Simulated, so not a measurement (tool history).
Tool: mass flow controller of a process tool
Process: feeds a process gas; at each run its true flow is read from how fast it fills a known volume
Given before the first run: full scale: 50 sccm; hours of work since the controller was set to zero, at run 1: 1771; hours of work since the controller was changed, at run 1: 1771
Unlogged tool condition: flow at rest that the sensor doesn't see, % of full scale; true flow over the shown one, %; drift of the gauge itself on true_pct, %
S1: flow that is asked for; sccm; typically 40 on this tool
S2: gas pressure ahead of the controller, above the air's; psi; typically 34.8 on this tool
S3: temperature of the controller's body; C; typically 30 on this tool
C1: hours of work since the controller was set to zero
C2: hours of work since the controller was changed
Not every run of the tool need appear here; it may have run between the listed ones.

Run 1, day 0.000: usual settings; C1 1771; C2 1771. Result: true flow (%) 98.06.
Run 2, day 2.321: usual settings; C1 1803; C2 1803. Result: true flow (%) 97.86.
Run 3, day 5.354: usual settings but S2 26.4 psi; C1 1845; C2 1845. Result: true flow (%) 98.29.
Run 4, day 10.433: usual settings but S2 26.4 psi; C1 1916; C2 1916. Result: true flow (%) 98.35.
Run 5, day 14.542: usual settings but S2 26.4 psi; C1 1973; C2 1973. Result: true flow (%) 98.20.
Run 6, day 18.350: usual settings but S2 26.4 psi; C1 2025; C2 2025. Result: true flow (%) 98.09.
Run 7, day 21.171: usual settings but S2 26.4 psi; C1 2065; C2 2065. Result: true flow (%) 98.21.
At day 21.488: controller's zero set anew.
Run 8, day 26.108: usual settings but S2 26.4 psi; C1 64; C2 2133. Result: true flow (%) 97.90.
Run 9, day 29.958: usual settings but S2 26.4 psi; C1 118; C2 2187. Result: true flow (%) 97.95.
Run 10, day 33.125: usual settings but S1 9 sccm, S2 26.4 psi; C1 162; C2 2231. Result: true flow (%) 95.73.
Run 11, day 38.183: usual settings but S1 9 sccm, S2 26.4 psi; C1 232; C2 2301. Result: true flow (%) 95.72.
Run 12, day 43.438: usual settings but S1 8 sccm, S2 26.7 psi, S3 21 C; C1 305; C2 2374. Result: true flow (%) 96.29.
Run 13, day 45.742: usual settings but S1 33 sccm, S2 33.1 psi, S3 22 C; C1 337; C2 2406. Result: true flow (%) 98.23.
At day 48.938: controller's zero set anew, once more.
Run 14, day 49.667: usual settings but S2 29.4 psi, S3 29 C; C1 10; C2 2460. Result: true flow (%) 98.22.
Run 15, day 54.075: usual settings but S1 8 sccm, S2 25.5 psi, S3 23 C; C1 71; C2 2521. Result: true flow (%) 98.05.
Run 16, day 59.421: usual settings but S1 14 sccm, S2 25.5 psi, S3 23 C; C1 146; C2 2596. Result: true flow (%) 98.35.
Run 17, day 63.433: usual settings but S1 14 sccm, S2 25.5 psi, S3 23 C; C1 201; C2 2651. Result: true flow (%) 98.32.
Run 18, day 68.762: usual settings but S1 12 sccm; C1 276; C2 2726. Result: true flow (%) 96.98.
Run 19, day 74.162: usual settings but S3 40 C; C1 351; C2 2801. Result: true flow (%) 96.59.
Run 20, day 78.467: usual settings but S2 34.1 psi, S3 40 C; C1 410; C2 2860. Result: true flow (%) 96.62.
Run 21, day 82.458: usual settings but S1 7 sccm, S2 34.1 psi, S3 20 C; C1 466; C2 2916. Result: true flow (%) 97.57.
Run 22, day 85.671: usual settings but S1 7 sccm, S2 36.8 psi, S3 31 C; C1 510; C2 2961. Result: true flow (%) 96.26.

3 options for the next run, each taken on its own from the tool as it stands now. Forecast them:
Run A, day 88.558: usual settings but S1 7 sccm, S2 36.8 psi, S3 23 C; C1 551; C2 3001. Result: true flow (%) ?.
Run B, day 88.558: usual settings but S1 7 sccm, S2 36.8 psi, S3 24 C; C1 551; C2 3001. Result: true flow (%) ?.
Run C, day 88.558: usual settings but S1 6 sccm, S2 36.8 psi; C1 551; C2 3001. Result: true flow (%) ?.

run  true flow (%)
  A          97.12
  B          97.09
  C          96.00
Take away the tool's hidden state, keep each run's random variation, and the runs would have read:
run  true flow (%)
  A          98.76
  B          98.73
  C          97.71

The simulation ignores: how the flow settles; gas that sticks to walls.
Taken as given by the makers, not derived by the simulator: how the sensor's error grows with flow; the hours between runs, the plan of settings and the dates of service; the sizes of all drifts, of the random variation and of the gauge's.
